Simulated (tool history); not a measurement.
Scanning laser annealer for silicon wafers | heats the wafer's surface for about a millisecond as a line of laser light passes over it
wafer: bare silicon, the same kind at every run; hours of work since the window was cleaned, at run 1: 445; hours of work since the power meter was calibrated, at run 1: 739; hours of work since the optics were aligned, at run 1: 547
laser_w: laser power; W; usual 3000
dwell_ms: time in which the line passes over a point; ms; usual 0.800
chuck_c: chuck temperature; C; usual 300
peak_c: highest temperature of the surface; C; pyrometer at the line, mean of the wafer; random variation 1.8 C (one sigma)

run,day,laser_w,dwell_ms,chuck_c,hours of work since the window was cleaned,hours of work since the power meter was calibrated,hours of work since the optics were aligned,peak_c
1,0.000,3000,0.800,300,445,739,547,1070
2,1.633,3000,0.800,300,464,758,566,1071
3,4.862,3000,0.800,300,501,795,603,1063
4,6.779,3000,0.800,300,524,818,626,1071
5,8.817,3000,0.965,300,548,842,650,1158
6,11.283,3000,0.965,300,576,870,678,1159
7,13.579,3000,0.965,300,603,897,705,1156
8,16.754,3000,0.965,300,640,934,742,1161
9,19.171,3000,0.885,262,669,963,771,1078
10,22.096,3000,0.885,262,703,997,805,1077

3 ways to go on from here, each from the tool as it stands after run 10. What would each give?
A,23.838,2980,0.760,295,723,1017,825,?
B,23.838,2767,0.721,306,723,1017,825,?
C,23.838,3000,0.619,279,723,1017,825,?

run,peak_c
A,1033
B,972
C,936
Without the tool's hidden state the same runs would have given:
run,peak_c
A,1034
B,973
C,937
